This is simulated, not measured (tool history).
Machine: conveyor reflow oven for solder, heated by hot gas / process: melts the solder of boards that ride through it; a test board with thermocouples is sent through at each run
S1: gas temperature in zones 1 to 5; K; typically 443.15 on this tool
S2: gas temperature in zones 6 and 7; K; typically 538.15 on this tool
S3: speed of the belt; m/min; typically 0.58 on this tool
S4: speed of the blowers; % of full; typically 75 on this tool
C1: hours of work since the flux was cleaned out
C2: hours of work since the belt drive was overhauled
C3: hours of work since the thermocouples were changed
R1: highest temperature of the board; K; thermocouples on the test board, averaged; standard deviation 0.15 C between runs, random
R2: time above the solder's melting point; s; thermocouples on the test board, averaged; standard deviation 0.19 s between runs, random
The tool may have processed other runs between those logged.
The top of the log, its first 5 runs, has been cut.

run 6 day=2.358 | S1=443.15 S2=538.15 S3=0.58 S4=75 | C1=12 C2=265 C3=105 | R1=523.45 R2=59
run 7 day=3.038 | S1=443.15 S2=529.15 S3=0.58 S4=75 | C1=23 C2=276 C3=117 | R1=515.35 R2=52.4
run 8 day=3.717 | S1=443.15 S2=538.15 S3=0.58 S4=75 | C1=34 C2=288 C3=128 | R1=523.25 R2=58.9
run 9 day=4.35 | S1=443.15 S2=538.15 S3=0.58 S4=75 | C1=45 C2=298 C3=139 | R1=523.15 R2=59.2
run 10 day=4.821 | S1=443.15 S2=538.15 S3=0.58 S4=75 | C1=53 C2=306 C3=147 | R1=523.15 R2=59
run 11 day=5.312 | S1=443.15 S2=538.15 S3=0.58 S4=75 | C1=61 C2=314 C3=155 | R1=523.05 R2=58.9
run 12 day=5.858 | S1=443.15 S2=538.15 S3=0.58 S4=75 | C1=70 C2=324 C3=164 | R1=522.85 R2=58.7
run 13 day=6.467 | S1=443.15 S2=538.15 S3=0.58 S4=75 | C1=81 C2=334 C3=174 | R1=522.95 R2=59.2
run 14 day=7.071 | S1=443.15 S2=538.15 S3=0.58 S4=75 | C1=91 C2=344 C3=185 | R1=522.75 R2=59.3
run 15 day=7.733 | S1=443.15 S2=538.15 S3=0.58 S4=75 | C1=102 C2=355 C3=196 | R1=522.65 R2=58.8
run 16 day=8.362 | S1=443.15 S2=538.15 S3=0.58 S4=75 | C1=112 C2=366 C3=206 | R1=522.55 R2=58.2
run 17 day=8.746 | S1=455.15 S2=534.15 S3=0.58 S4=75 | C1=119 C2=372 C3=213 | R1=520.95 R2=62.6
run 18 day=9.379 | S1=455.15 S2=534.15 S3=0.58 S4=75 | C1=129 C2=383 C3=223 | R1=521.25 R2=62.3
run 19 day=9.829 | S1=455.15 S2=534.15 S3=0.58 S4=75 | C1=137 C2=390 C3=231 | R1=521.05 R2=62.4
run 20 day=10.517 | S1=435.15 S2=542.15 S3=0.593 S4=75 | C1=149 C2=402 C3=242 | R1=523.65 R2=55.1
run 21 day=11.162 | S1=435.15 S2=542.15 S3=0.593 S4=75 | C1=159 C2=413 C3=253 | R1=523.65 R2=54.8
-- day=11.362 belt drive overhauled, speed set with a stopwatch
run 22 day=11.654 | S1=439.15 S2=538.15 S3=0.609 S4=87 | C1=165 C2=5 C3=259 | R1=522.45 R2=55
run 23 day=12.225 | S1=439.15 S2=538.15 S3=0.609 S4=87 | C1=174 C2=14 C3=268 | R1=522.45 R2=54.7

Estimate the outcome of run 24 from the log above:
run 24 day=12.825 | S1=443.15 S2=538.15 S3=0.619 S4=75 | C1=185 C2=25 C3=278 | R1=? R2=?

{"run 24": {"R1": 519.75, "R2": 51.8}}
On a tool with no hidden condition, and with the same random variation, this run would have come out at R1 521.25 K, R2 53 s.

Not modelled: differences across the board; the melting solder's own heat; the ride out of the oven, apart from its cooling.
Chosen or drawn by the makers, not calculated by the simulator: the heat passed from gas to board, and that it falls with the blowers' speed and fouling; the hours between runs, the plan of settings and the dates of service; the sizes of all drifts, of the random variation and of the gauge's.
